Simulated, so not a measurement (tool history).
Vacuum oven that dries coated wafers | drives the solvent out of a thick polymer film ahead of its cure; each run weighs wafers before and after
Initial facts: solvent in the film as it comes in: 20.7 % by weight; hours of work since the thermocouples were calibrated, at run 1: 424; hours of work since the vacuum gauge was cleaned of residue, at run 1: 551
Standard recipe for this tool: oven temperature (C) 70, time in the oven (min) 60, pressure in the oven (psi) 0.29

run,hour,oven temperature (C),time in the oven (min),pressure in the oven (psi),hours of work since the thermocouples were calibrated,hours of work since the vacuum gauge was cleaned of residue,solvent left in the film (%)
1,0,70,60,0.29,424,551,2.54
2,20.9,70,60,0.29,439,566,2.57
3,31.6,70,60,0.29,446,573,2.56
4,47.4,70,60,0.29,457,585,2.54
5,58.5,70,60,0.824,465,593,5.1
6,74.1,70,60,0.824,476,604,5.08
7,95.6,70,39,0.29,492,619,4.16
8,112.1,70,39,0.29,503,631,4.11
9,135.2,70,39,0.725,520,647,6.03
10,147.4,70,39,0.725,528,656,6
11,160.6,70,60,0.29,538,665,2.52
12,178.3,70,60,0.29,550,678,2.56
13,203.4,70,66,0.29,568,696,2.3
14,220.7,70,66,0.29,580,708,2.34
# hour 224.5: vacuum gauge cleaned of residue and calibrated
15,240.7,70,66,0.29,594,12,2.41
16,254.3,70,66,0.29,603,21,2.36
17,269.9,70,66,0.29,614,32,2.34
18,290.3,70,60,0.801,629,47,4.91
19,305,70,60,0.29,639,57,2.63
20,319.6,70,60,0.29,650,68,2.6
# hour 337.9: vacuum gauge cleaned of residue and calibrated, once more
21,341.6,70,57,0.29,664,3,2.41
22,358.4,70,57,0.29,676,15,2.49
23,375.4,82,60,0.29,688,27,0.9
24,390.6,82,60,0.29,699,37,0.88
25,401.5,82,60,0.358,707,45,1.06
26,416.5,58,61,0.348,717,56,6.47
27,431.2,58,61,0.348,728,66,6.42
28,445,59,30,0.268,738,76,9.34
29,466.5,59,30,0.268,753,91,9.22
30,480.6,68,60,0.994,763,101,6.15
31,495.4,68,60,0.994,773,112,6.1
32,516.3,68,60,0.994,788,127,6.09
33,538.5,74,60,0.29,804,143,1.63
34,548.9,74,60,0.29,811,150,1.56
35,565.6,74,55,0.29,823,162,1.76
36,576.3,75,56,0.341,831,169,1.76
37,601.4,70,32,0.29,849,187,4.65
38,624.1,58,60,0.186,865,203,5.39
39,644.5,58,60,0.186,879,218,5.38
40,661.6,58,60,0.186,892,230,5.43
41,674.9,58,60,0.186,901,239,5.41
42,693.2,68,35,0.151,914,252,4.38
43,708,68,35,0.151,924,263,4.29
44,724.6,68,35,0.151,936,275,4.28
45,736.9,62,50,0.484,945,283,6.36
46,761.4,60,39,0.484,962,301,8.42
47,780.6,67,85,0.754,976,315,4.52

Here are 3 independent what-if runs from the current tool condition. What would each one return?
A,795.3,66,38,0.29,986,325,?
B,795.3,58,50,0.203,986,325,?
C,795.3,70,32,0.29,986,325,?

run,solvent left in the film (%)
A,5.15
B,6.39
C,4.67
The same runs, with their run-to-run variation unchanged, on a tool lacking any hidden condition would have given:
run,solvent left in the film (%)
A,5.75
B,7.02
C,5.25

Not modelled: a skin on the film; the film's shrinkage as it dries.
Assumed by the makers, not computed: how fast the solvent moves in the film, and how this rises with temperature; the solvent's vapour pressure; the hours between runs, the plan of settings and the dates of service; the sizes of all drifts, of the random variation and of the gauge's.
